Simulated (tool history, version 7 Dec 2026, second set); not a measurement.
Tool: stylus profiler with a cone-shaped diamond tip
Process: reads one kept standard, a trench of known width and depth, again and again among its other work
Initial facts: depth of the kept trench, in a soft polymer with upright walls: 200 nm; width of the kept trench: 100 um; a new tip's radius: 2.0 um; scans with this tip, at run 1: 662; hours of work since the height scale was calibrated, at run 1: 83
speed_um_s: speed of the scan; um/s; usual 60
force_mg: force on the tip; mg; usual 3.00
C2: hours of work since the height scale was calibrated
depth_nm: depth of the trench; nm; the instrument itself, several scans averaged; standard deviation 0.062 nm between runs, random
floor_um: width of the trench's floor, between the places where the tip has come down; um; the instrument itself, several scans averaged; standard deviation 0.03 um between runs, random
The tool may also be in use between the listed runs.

run 1 hour=0.0 | speed_um_s=60 force_mg=3.00 | scans_with_this_tip=662 C2=83 | depth_nm=202.21 floor_um=98.07
run 2 hour=38.7 | speed_um_s=60 force_mg=3.00 | scans_with_this_tip=878 C2=110 | depth_nm=202.28 floor_um=98.05
run 3 hour=72.0 | speed_um_s=60 force_mg=1.16 | scans_with_this_tip=1063 C2=133 | depth_nm=201.07 floor_um=97.99
run 4 hour=116.5 | speed_um_s=60 force_mg=3.00 | scans_with_this_tip=1311 C2=164 | depth_nm=202.07 floor_um=98.05
run 5 hour=155.5 | speed_um_s=60 force_mg=3.00 | scans_with_this_tip=1528 C2=191 | depth_nm=202.10 floor_um=98.10
run 6 hour=192.9 | speed_um_s=60 force_mg=3.00 | scans_with_this_tip=1736 C2=217 | depth_nm=202.04 floor_um=98.11
run 7 hour=237.2 | speed_um_s=60 force_mg=3.00 | scans_with_this_tip=1982 C2=248 | depth_nm=202.09 floor_um=98.05
run 8 hour=276.9 | speed_um_s=60 force_mg=3.00 | scans_with_this_tip=2203 C2=275 | depth_nm=202.08 floor_um=98.05
run 9 hour=304.1 | speed_um_s=60 force_mg=3.00 | scans_with_this_tip=2354 C2=294 | depth_nm=201.95 floor_um=98.06
run 10 hour=340.0 | speed_um_s=60 force_mg=1.76 | scans_with_this_tip=2554 C2=319 | depth_nm=201.34 floor_um=97.99
run 11 hour=403.0 | speed_um_s=60 force_mg=1.76 | scans_with_this_tip=2904 C2=363 | depth_nm=201.21 floor_um=97.97
run 12 hour=447.0 | speed_um_s=60 force_mg=1.76 | scans_with_this_tip=3149 C2=393 | depth_nm=201.26 floor_um=97.90
run 13 hour=489.5 | speed_um_s=60 force_mg=1.76 | scans_with_this_tip=3386 C2=423 | depth_nm=201.17 floor_um=97.98
run 14 hour=527.6 | speed_um_s=60 force_mg=3.00 | scans_with_this_tip=3598 C2=449 | depth_nm=201.84 floor_um=98.01
run 15 hour=593.1 | speed_um_s=60 force_mg=3.00 | scans_with_this_tip=3962 C2=495 | depth_nm=201.82 floor_um=97.99
run 16 hour=625.8 | speed_um_s=60 force_mg=3.00 | scans_with_this_tip=4144 C2=518 | depth_nm=201.75 floor_um=97.98
run 17 hour=691.4 | speed_um_s=60 force_mg=3.00 | scans_with_this_tip=4509 C2=563 | depth_nm=201.73 floor_um=97.95
run 18 hour=733.4 | speed_um_s=60 force_mg=3.26 | scans_with_this_tip=4743 C2=593 | depth_nm=201.93 floor_um=97.94
run 19 hour=762.9 | speed_um_s=60 force_mg=3.00 | scans_with_this_tip=4907 C2=613 | depth_nm=201.76 floor_um=97.98
-- hour=768.4 height scale calibrated on a step standard
run 20 hour=790.1 | speed_um_s=60 force_mg=3.00 | scans_with_this_tip=5055 C2=15 | depth_nm=201.48 floor_um=97.95
run 21 hour=850.4 | speed_um_s=60 force_mg=3.00 | scans_with_this_tip=5391 C2=57 | depth_nm=201.44 floor_um=97.93
-- hour=894.8 height scale calibrated on a step standard, once more
run 22 hour=906.1 | speed_um_s=60 force_mg=3.00 | scans_with_this_tip=5698 C2=8 | depth_nm=202.50 floor_um=97.99
run 23 hour=952.8 | speed_um_s=49 force_mg=3.00 | scans_with_this_tip=5958 C2=40 | depth_nm=202.36 floor_um=97.98
run 24 hour=992.6 | speed_um_s=49 force_mg=3.00 | scans_with_this_tip=6180 C2=68 | depth_nm=202.46 floor_um=97.96
run 25 hour=1056.1 | speed_um_s=49 force_mg=1.86 | scans_with_this_tip=6533 C2=112 | depth_nm=201.79 floor_um=97.95
run 26 hour=1103.2 | speed_um_s=52 force_mg=4.18 | scans_with_this_tip=6795 C2=145 | depth_nm=202.96 floor_um=97.99
run 27 hour=1138.9 | speed_um_s=16 force_mg=2.07 | scans_with_this_tip=6993 C2=170 | depth_nm=201.84 floor_um=97.97
run 28 hour=1196.8 | speed_um_s=16 force_mg=2.07 | scans_with_this_tip=7316 C2=210 | depth_nm=201.76 floor_um=98.00
run 29 hour=1226.8 | speed_um_s=40 force_mg=1.15 | scans_with_this_tip=7482 C2=231 | depth_nm=201.20 floor_um=97.97
run 30 hour=1291.1 | speed_um_s=20 force_mg=1.62 | scans_with_this_tip=7841 C2=276 | depth_nm=201.48 floor_um=98.00
run 31 hour=1354.5 | speed_um_s=46 force_mg=2.78 | scans_with_this_tip=8193 C2=320 | depth_nm=202.16 floor_um=97.93
run 32 hour=1418.9 | speed_um_s=46 force_mg=2.78 | scans_with_this_tip=8552 C2=364 | depth_nm=202.03 floor_um=97.94
run 33 hour=1452.4 | speed_um_s=46 force_mg=2.78 | scans_with_this_tip=8738 C2=388 | depth_nm=202.10 floor_um=97.86
run 34 hour=1480.7 | speed_um_s=46 force_mg=2.78 | scans_with_this_tip=8896 C2=407 | depth_nm=202.17 floor_um=97.95
run 35 hour=1533.5 | speed_um_s=89 force_mg=7.25 | scans_with_this_tip=9189 C2=444 | depth_nm=203.82 floor_um=97.92
run 36 hour=1578.2 | speed_um_s=180 force_mg=7.75 | scans_with_this_tip=9438 C2=475 | depth_nm=204.11 floor_um=97.82
run 37 hour=1640.9 | speed_um_s=29 force_mg=5.45 | scans_with_this_tip=9787 C2=519 | depth_nm=203.16 floor_um=97.95
run 38 hour=1695.4 | speed_um_s=45 force_mg=3.00 | scans_with_this_tip=10090 C2=557 | depth_nm=201.96 floor_um=97.94
run 39 hour=1736.2 | speed_um_s=73 force_mg=3.96 | scans_with_this_tip=10317 C2=585 | depth_nm=202.45 floor_um=97.89
run 40 hour=1790.2 | speed_um_s=23 force_mg=1.71 | scans_with_this_tip=10617 C2=622 | depth_nm=201.14 floor_um=97.94
run 41 hour=1816.9 | speed_um_s=23 force_mg=1.71 | scans_with_this_tip=10766 C2=641 | depth_nm=201.32 floor_um=97.96
run 42 hour=1877.5 | speed_um_s=23 force_mg=1.71 | scans_with_this_tip=11103 C2=683 | depth_nm=201.09 floor_um=97.96
run 43 hour=1942.5 | speed_um_s=228 force_mg=1.41 | scans_with_this_tip=11465 C2=728 | depth_nm=201.04 floor_um=97.16
run 44 hour=1975.5 | speed_um_s=228 force_mg=1.41 | scans_with_this_tip=11649 C2=751 | depth_nm=201.08 floor_um=97.12
run 45 hour=2027.4 | speed_um_s=228 force_mg=1.41 | scans_with_this_tip=11937 C2=787 | depth_nm=201.01 floor_um=97.13
run 46 hour=2066.2 | speed_um_s=54 force_mg=1.71 | scans_with_this_tip=12153 C2=814 | depth_nm=201.12 floor_um=97.84

For some of the steps in depth_nm from one run to the next: how much would appear even if the tool had no hidden state, given the settings, what came in and random variation, and how much remains for the hidden state plus any gauge scatter that the measured result and the result without hidden state don't share?
Hidden state present: radius of the tip, um; height scale over the true one, %; drift of the gauge itself on depth_nm, %; drift of the gauge itself on floor_um, %.
Run 2 -> 3: force_mg 3.00 -> 1.16. depth_nm -1.21 nm: hidden state -0.03, all else -1.18.
Run 10 -> 11: no setting touched and nothing written in the log between the runs. depth_nm -0.13 nm: hidden state -0.04, all else -0.09.
Run 19 -> 20: height scale calibrated on a step standard. depth_nm -0.28 nm: hidden state -0.18, all else -0.10.
Run 21 -> 22: height scale calibrated on a step standard, once more. depth_nm +1.06 nm: hidden state +0.97, all else +0.09.
Run 34 -> 35: speed_um_s 46 -> 89, force_mg 2.78 -> 7.25. depth_nm +1.65 nm: hidden state -0.03, all else +1.68.
Run 39 -> 40: speed_um_s 73 -> 23, force_mg 3.96 -> 1.71. depth_nm -1.31 nm: hidden state -0.03, all else -1.28.
